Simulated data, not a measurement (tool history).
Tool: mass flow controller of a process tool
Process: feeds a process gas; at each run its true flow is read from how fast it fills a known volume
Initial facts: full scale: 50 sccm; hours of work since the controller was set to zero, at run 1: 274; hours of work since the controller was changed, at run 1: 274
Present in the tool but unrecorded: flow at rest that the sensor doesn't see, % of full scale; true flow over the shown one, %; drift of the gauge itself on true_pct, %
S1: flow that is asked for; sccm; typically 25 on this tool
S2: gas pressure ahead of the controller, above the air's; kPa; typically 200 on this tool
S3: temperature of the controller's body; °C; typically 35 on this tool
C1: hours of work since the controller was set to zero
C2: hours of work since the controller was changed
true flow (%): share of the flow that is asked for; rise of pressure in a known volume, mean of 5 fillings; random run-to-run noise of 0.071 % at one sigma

{"run": 1, "hour": 0.0, "S1": 25, "S2": 200, "S3": 35, "C1": 274, "C2": 274, "true flow (%)": 100.4}
{"run": 2, "hour": 88.1, "S1": 25, "S2": 200, "S3": 35, "C1": 301, "C2": 301, "true flow (%)": 100.49}
{"run": 3, "hour": 236.7, "S1": 25, "S2": 200, "S3": 35, "C1": 345, "C2": 345, "true flow (%)": 100.93}
{"run": 4, "hour": 300.3, "S1": 5, "S2": 200, "S3": 35, "C1": 364, "C2": 364, "true flow (%)": 100.41}
{"run": 5, "hour": 416.7, "S1": 25, "S2": 200, "S3": 29, "C1": 399, "C2": 399, "true flow (%)": 100.62}
{"run": 6, "hour": 490.1, "S1": 25, "S2": 200, "S3": 29, "C1": 421, "C2": 421, "true flow (%)": 100.76}
{"run": 7, "hour": 610.6, "S1": 13, "S2": 170, "S3": 40, "C1": 458, "C2": 458, "true flow (%)": 101.84}
{"run": 8, "hour": 749.3, "S1": 7, "S2": 179, "S3": 35, "C1": 499, "C2": 499, "true flow (%)": 101.47}
{"run": 9, "hour": 853.5, "S1": 7, "S2": 179, "S3": 35, "C1": 531, "C2": 531, "true flow (%)": 101.68}
{"run": 10, "hour": 929.9, "S1": 34, "S2": 180, "S3": 28, "C1": 554, "C2": 554, "true flow (%)": 101.68}
{"run": 11, "hour": 1039.3, "S1": 34, "S2": 180, "S3": 28, "C1": 586, "C2": 586, "true flow (%)": 101.86}
{"run": 12, "hour": 1129.8, "S1": 25, "S2": 210, "S3": 35, "C1": 614, "C2": 614, "true flow (%)": 102.38}

Subtracting, for every run, the result it would have given without the tool's unlogged condition from the measured result gives the following. The same run-to-run variation enters both numbers; the gauge's scatter may not:
run=1 true_flow_(%)=+0.00
run=2 true_flow_(%)=+0.15
run=3 true_flow_(%)=+0.42
run=4 true_flow_(%)=+0.54
run=5 true_flow_(%)=+0.74
run=6 true_flow_(%)=+0.88
run=7 true_flow_(%)=+1.11
run=8 true_flow_(%)=+1.35
run=9 true_flow_(%)=+1.54
run=10 true_flow_(%)=+1.67
run=11 true_flow_(%)=+1.87
run=12 true_flow_(%)=+2.04
